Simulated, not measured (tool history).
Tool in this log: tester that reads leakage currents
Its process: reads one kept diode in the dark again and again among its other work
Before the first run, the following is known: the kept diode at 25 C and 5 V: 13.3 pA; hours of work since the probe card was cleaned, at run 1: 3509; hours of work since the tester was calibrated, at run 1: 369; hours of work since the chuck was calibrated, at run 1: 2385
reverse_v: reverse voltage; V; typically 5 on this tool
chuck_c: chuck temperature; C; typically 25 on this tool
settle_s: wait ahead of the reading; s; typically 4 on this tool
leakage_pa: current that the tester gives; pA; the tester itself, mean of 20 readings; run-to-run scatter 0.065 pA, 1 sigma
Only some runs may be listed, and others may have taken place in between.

run,day,reverse_v,chuck_c,settle_s,hours of work since the probe card was cleaned,hours of work since the tester was calibrated,hours of work since the chuck was calibrated,leakage_pa
1,0,5,25,4,3509,369,2385,13.69
# day 3.933: chuck's temperature calibrated
2,3.933,5,25,4,3568,428,0,13.74
3,10.525,5,25,4,3668,528,100,13.75
4,16.221,5,25,4,3755,615,187,13.79
5,21.275,5,25,0.87,3832,692,264,14.95
# day 25.446: probe card cleaned and baked
6,29.292,4.64,25,4,59,812,384,13.15
7,35.512,4.64,30,4,153,907,479,20.79
8,39.512,4.64,30,4,214,967,540,20.51
9,47.154,4.64,30,4,330,1084,656,20.5
10,53.179,4.64,30,4,422,1175,748,20.5
11,59.854,4.64,30,4,524,1277,849,20.63
12,65.867,4.64,30,4,615,1369,941,20.5
13,70.546,4.64,30,4,686,1440,1012,20.48
14,75.946,4.64,30,4,769,1522,1094,20.68
15,83.567,5,28,1.22,885,1638,1210,18.63
16,87.996,5.6,39,2.05,952,1705,1278,50.56
17,93.062,5.6,39,2.05,1029,1782,1355,50.44
18,99.242,5.6,50,2.05,1123,1877,1449,123.96
19,102.788,1.11,50,2.05,1177,1931,1503,47.15
20,107.858,2.01,25,2.05,1254,2008,1580,7.99
21,114.95,1.25,27,1.78,1362,2116,1688,7.21
22,121.338,1.25,27,1.78,1460,2213,1785,7.2
23,124.892,6.47,23,0.32,1514,2267,1839,17.93
24,128.75,6.47,41,0.32,1572,2326,1898,69.35
25,132.504,4.51,25,8.22,1630,2383,1955,12.85

Branching from run 25: 3 alternative next runs. What would each branch give?
A,135.775,4.64,21,5.79,1679,2433,2005,?
B,135.775,10.04,39,0.86,1679,2433,2005,?
C,135.775,1.45,40,1.95,1679,2433,2005,?

run,leakage_pa
A,9.08
B,73.54
C,24.48
Without the tool's hidden state the same runs would have given:
run,leakage_pa
A,9.07
B,73.53
C,24.48

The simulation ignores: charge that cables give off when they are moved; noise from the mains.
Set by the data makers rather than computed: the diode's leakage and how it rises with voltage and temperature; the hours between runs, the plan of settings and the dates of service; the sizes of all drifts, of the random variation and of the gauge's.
